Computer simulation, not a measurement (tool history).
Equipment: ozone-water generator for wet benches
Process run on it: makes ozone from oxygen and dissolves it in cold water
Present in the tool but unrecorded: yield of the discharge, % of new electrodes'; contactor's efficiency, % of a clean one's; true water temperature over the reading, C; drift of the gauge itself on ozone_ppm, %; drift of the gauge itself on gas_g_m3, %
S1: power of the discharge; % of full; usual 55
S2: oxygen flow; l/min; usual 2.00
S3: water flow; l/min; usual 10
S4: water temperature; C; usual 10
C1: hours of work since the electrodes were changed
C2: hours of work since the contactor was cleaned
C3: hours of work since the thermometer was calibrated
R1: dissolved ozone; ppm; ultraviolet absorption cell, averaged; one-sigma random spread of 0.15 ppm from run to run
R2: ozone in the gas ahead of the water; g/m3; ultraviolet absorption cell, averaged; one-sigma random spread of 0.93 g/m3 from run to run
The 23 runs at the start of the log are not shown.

run	hour	S1	S2	S3	S4	C1	C2	C3	R1	R2
24	1019.0	55	3.24	10	8	2429	6355	1580	17.4	111.2
25	1065.6	55	3.24	10	8	2473	6398	1624	17.2	110.2
26	1097.2	55	2.00	7	10	2502	6428	1653	22.9	150.9
27	1150.3	62	3.34	10	10	2551	6477	1702	18.4	121.1
28	1191.1	62	3.34	8	10	2589	6515	1740	21.9	121.2
29	1251.0	62	3.34	8	10	2645	6571	1796	22.1	120.5
30	1286.6	43	2.22	15	14	2678	6604	1829	9.2	110.9
31	1325.4	45	1.71	10	10	2714	6640	1865	14.2	137.9

Forecast each of these 5 alternatives for the next run:
A	1376.4	55	3.02	8	14	2762	6688	1913	?	?
B	1376.4	45	1.72	13	10	2762	6688	1913	?	?
C	1376.4	55	2.00	13	10	2762	6688	1913	?	?
D	1376.4	71	1.71	15	10	2762	6688	1913	?	?
E	1376.4	45	1.71	15	5	2762	6688	1913	?	?

run	R1	R2
A	18.8	114.7
B	10.9	138.8
C	13.3	149.8
D	13.9	206.2
E	9.8	140.1
With no hidden state in the tool, these same runs would have given:
run	R1	R2
A	20.2	119.9
B	11.7	143.6
C	14.4	156.5
D	15.3	218.1
E	10.5	144.9
